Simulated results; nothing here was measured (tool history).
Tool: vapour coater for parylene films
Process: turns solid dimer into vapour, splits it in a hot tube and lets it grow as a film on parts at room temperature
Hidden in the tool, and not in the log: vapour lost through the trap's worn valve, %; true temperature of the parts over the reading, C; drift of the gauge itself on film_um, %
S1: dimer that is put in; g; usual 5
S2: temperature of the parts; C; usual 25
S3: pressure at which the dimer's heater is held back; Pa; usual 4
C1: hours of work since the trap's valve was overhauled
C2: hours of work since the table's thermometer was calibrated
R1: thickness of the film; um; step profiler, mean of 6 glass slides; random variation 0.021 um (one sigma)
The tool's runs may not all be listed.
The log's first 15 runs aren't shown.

run     day  S1  S2    S3   C1    C2    R1
 16   37.85   4  25  4.12  276  1331  1.26
 17  40.871   5  22  2.25  306  1361  1.89
 18  44.346   7  19  6.04  341  1396  2.65
     45.688  -- trap's valve overhauled
 19  46.217   3  29  6.04    5  1413  0.89
 20  47.838   3  21  7.62   21  1429   1.2
 21  49.929   5  25  3.83   42  1450  1.79
 22  53.588   2  29  3.83   79  1486  0.62
 23  56.233   2  29  3.83  105  1513  0.56
 24  57.829   2  29   2.6  121  1529  0.62
 25  59.675   8  22  3.31  140  1547  3.11
 26  62.704   8  22  3.31  170  1577  3.09
 27  65.029   4  17     4  193  1601  1.61
 28  66.854   5  17     4  211  1619  2.05
 29  69.746   5  37  4.26  240  1648  1.04
 30    71.5   5  37  4.26  258  1665  1.05

Forecast each of these 3 alternatives for the next run:
  A  73.196   4  25     4  274  1682   ?
  B  73.196   5  36  4.26  274  1682   ?
  C  73.196   5  25  3.92  274  1682   ?

run    R1
  A  1.31
  B  1.05
  C  1.63
Without the tool's hidden state the same runs would have given:
run    R1
  A  1.44
  B  1.16
  C   1.8
